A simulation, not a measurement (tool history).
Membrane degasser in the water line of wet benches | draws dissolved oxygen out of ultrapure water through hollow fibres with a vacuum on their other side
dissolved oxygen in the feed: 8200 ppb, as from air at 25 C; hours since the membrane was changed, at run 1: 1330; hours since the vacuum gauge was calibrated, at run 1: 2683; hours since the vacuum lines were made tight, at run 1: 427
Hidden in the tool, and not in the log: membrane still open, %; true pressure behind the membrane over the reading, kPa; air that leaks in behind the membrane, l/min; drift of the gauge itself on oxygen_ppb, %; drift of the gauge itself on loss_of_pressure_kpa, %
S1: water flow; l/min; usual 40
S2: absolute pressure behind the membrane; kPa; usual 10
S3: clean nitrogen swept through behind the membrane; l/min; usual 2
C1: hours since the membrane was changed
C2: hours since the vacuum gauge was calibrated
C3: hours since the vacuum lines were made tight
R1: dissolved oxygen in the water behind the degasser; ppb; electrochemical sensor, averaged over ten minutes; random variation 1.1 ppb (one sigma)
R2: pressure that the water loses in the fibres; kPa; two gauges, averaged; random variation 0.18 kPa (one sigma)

run,hour,S1,S2,S3,C1,C2,C3,R1,R2
1,0,40,10,2,1330,2683,427,304.5,34.44
2,91.3,40,17.7,2,1422,2774,519,613.1,34.43
3,170,30,10,2,1500,2853,598,232.7,25.97
4,222.7,30,10,2,1553,2906,650,234.7,25.7
5,275.9,40,10,1.91,1606,2959,703,317.3,34.36
6,367.6,40,6.7,0.88,1698,3051,795,313.6,34.09
7,442.7,26,24.7,2.89,1773,3126,870,440.3,22.39

Forecast run 8:
8,537.1,26,24.7,2.89,1868,3220,965,?,?

R1: 441.3 ppb
R2: 22.27 kPa
Without the tool's hidden state the same run would have given R1 441.2 ppb, R2 22.38 kPa.
